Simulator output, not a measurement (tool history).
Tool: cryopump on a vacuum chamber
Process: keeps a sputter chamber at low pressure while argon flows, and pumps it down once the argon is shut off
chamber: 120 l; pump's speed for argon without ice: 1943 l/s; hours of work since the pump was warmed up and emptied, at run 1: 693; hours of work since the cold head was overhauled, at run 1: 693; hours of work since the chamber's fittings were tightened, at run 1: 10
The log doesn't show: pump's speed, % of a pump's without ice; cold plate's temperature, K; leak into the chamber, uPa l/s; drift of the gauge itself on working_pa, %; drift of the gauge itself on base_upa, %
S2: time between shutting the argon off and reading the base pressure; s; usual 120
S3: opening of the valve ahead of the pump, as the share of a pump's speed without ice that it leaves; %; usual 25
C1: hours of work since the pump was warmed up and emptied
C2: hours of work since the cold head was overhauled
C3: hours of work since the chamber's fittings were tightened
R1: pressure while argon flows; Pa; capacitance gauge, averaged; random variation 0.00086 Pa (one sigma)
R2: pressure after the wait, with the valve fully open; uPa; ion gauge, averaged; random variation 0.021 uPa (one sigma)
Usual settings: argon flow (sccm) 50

run 1 hour=0.0 | argon_flow_(sccm)=50 S2=120 S3=25 | C1=693 C2=693 C3=10 | R1=0.1871 R2=0.61
run 2 hour=33.1 | argon_flow_(sccm)=50 S2=120 S3=25 | C1=713 C2=713 C3=30 | R1=0.1868 R2=0.60
run 3 hour=66.7 | argon_flow_(sccm)=50 S2=120 S3=25 | C1=734 C2=734 C3=50 | R1=0.1877 R2=0.59
run 4 hour=101.1 | argon_flow_(sccm)=50 S2=120 S3=25 | C1=754 C2=754 C3=71 | R1=0.1866 R2=0.65
run 5 hour=144.1 | argon_flow_(sccm)=50 S2=120 S3=25 | C1=780 C2=780 C3=97 | R1=0.1883 R2=0.73
run 6 hour=179.4 | argon_flow_(sccm)=50 S2=120 S3=25 | C1=801 C2=801 C3=118 | R1=0.1876 R2=0.70
run 7 hour=233.6 | argon_flow_(sccm)=50 S2=120 S3=25 | C1=834 C2=834 C3=151 | R1=0.1897 R2=0.80
run 8 hour=273.6 | argon_flow_(sccm)=50 S2=120 S3=25 | C1=858 C2=858 C3=175 | R1=0.1885 R2=0.77
run 9 hour=312.0 | argon_flow_(sccm)=50 S2=120 S3=25 | C1=881 C2=881 C3=198 | R1=0.1900 R2=0.79
run 10 hour=358.0 | argon_flow_(sccm)=50 S2=120 S3=25 | C1=909 C2=909 C3=226 | R1=0.1909 R2=0.86
run 11 hour=417.1 | argon_flow_(sccm)=50 S2=120 S3=25 | C1=944 C2=944 C3=261 | R1=0.1926 R2=0.88
run 12 hour=443.8 | argon_flow_(sccm)=50 S2=75 S3=25 | C1=960 C2=960 C3=277 | R1=0.1934 R2=1.07
run 13 hour=473.6 | argon_flow_(sccm)=50 S2=75 S3=25 | C1=978 C2=978 C3=295 | R1=0.1934 R2=1.18
run 14 hour=516.1 | argon_flow_(sccm)=50 S2=120 S3=25 | C1=1004 C2=1004 C3=321 | R1=0.1947 R2=0.96
run 15 hour=542.0 | argon_flow_(sccm)=50 S2=120 S3=25 | C1=1020 C2=1020 C3=336 | R1=0.1935 R2=0.97
run 16 hour=571.5 | argon_flow_(sccm)=50 S2=120 S3=25 | C1=1037 C2=1037 C3=354 | R1=0.1943 R2=1.02
-- hour=602.1 pump warmed up, emptied and cooled again
run 17 hour=637.2 | argon_flow_(sccm)=50 S2=120 S3=25 | C1=21 C2=1074 C3=391 | R1=0.1749 R2=0.81
run 18 hour=697.5 | argon_flow_(sccm)=54 S2=120 S3=32 | C1=57 C2=1110 C3=427 | R1=0.1485 R2=0.84
run 19 hour=734.9 | argon_flow_(sccm)=82 S2=21 S3=22 | C1=80 C2=1133 C3=449 | R1=0.3288 R2=2.58
run 20 hour=774.1 | argon_flow_(sccm)=82 S2=21 S3=22 | C1=103 C2=1156 C3=473 | R1=0.3251 R2=2.62
run 21 hour=822.1 | argon_flow_(sccm)=80 S2=83 S3=19 | C1=132 C2=1185 C3=502 | R1=0.3715 R2=1.11
run 22 hour=847.4 | argon_flow_(sccm)=86 S2=91 S3=18 | C1=148 C2=1200 C3=517 | R1=0.4218 R2=1.08
run 23 hour=907.8 | argon_flow_(sccm)=86 S2=91 S3=18 | C1=184 C2=1237 C3=553 | R1=0.4214 R2=1.10
run 24 hour=956.6 | argon_flow_(sccm)=82 S2=20 S3=25 | C1=213 C2=1266 C3=583 | R1=0.2907 R2=2.76
run 25 hour=992.4 | argon_flow_(sccm)=78 S2=114 S3=25 | C1=235 C2=1287 C3=604 | R1=0.2770 R2=1.09
run 26 hour=1035.0 | argon_flow_(sccm)=78 S2=111 S3=31 | C1=260 C2=1313 C3=630 | R1=0.2254 R2=1.15
run 27 hour=1076.3 | argon_flow_(sccm)=78 S2=111 S3=31 | C1=285 C2=1338 C3=655 | R1=0.2280 R2=1.14
run 28 hour=1124.2 | argon_flow_(sccm)=60 S2=120 S3=25 | C1=314 C2=1367 C3=683 | R1=0.2152 R2=1.13
run 29 hour=1172.8 | argon_flow_(sccm)=35 S2=120 S3=42 | C1=343 C2=1396 C3=713 | R1=0.0764 R2=1.20
run 30 hour=1217.3 | argon_flow_(sccm)=35 S2=120 S3=42 | C1=370 C2=1423 C3=740 | R1=0.0766 R2=1.19
run 31 hour=1271.8 | argon_flow_(sccm)=35 S2=120 S3=31 | C1=403 C2=1456 C3=772 | R1=0.1030 R2=1.21
run 32 hour=1303.9 | argon_flow_(sccm)=35 S2=120 S3=31 | C1=422 C2=1475 C3=792 | R1=0.1030 R2=1.27
run 33 hour=1363.0 | argon_flow_(sccm)=27 S2=174 S3=16 | C1=458 C2=1510 C3=827 | R1=0.1494 R2=1.19
run 34 hour=1391.8 | argon_flow_(sccm)=27 S2=174 S3=16 | C1=475 C2=1528 C3=844 | R1=0.1504 R2=1.23

How the hidden state differs across the entries between the runs, from the last listed run before each to the first after it:
Between runs 16 and 17: pump warmed up, emptied and cooled again (hour 602.1)
  pump's speed, % of a pump's without ice: 68.2 -> 98.5; cold plate's temperature, K: 12.41 -> 12.42; leak into the chamber, uPa l/s: 880 -> 934
  measured less the result without the state, R1: +0.0207 -> +0.0010 Pa; R2: +0.52 -> +0.33 uPa

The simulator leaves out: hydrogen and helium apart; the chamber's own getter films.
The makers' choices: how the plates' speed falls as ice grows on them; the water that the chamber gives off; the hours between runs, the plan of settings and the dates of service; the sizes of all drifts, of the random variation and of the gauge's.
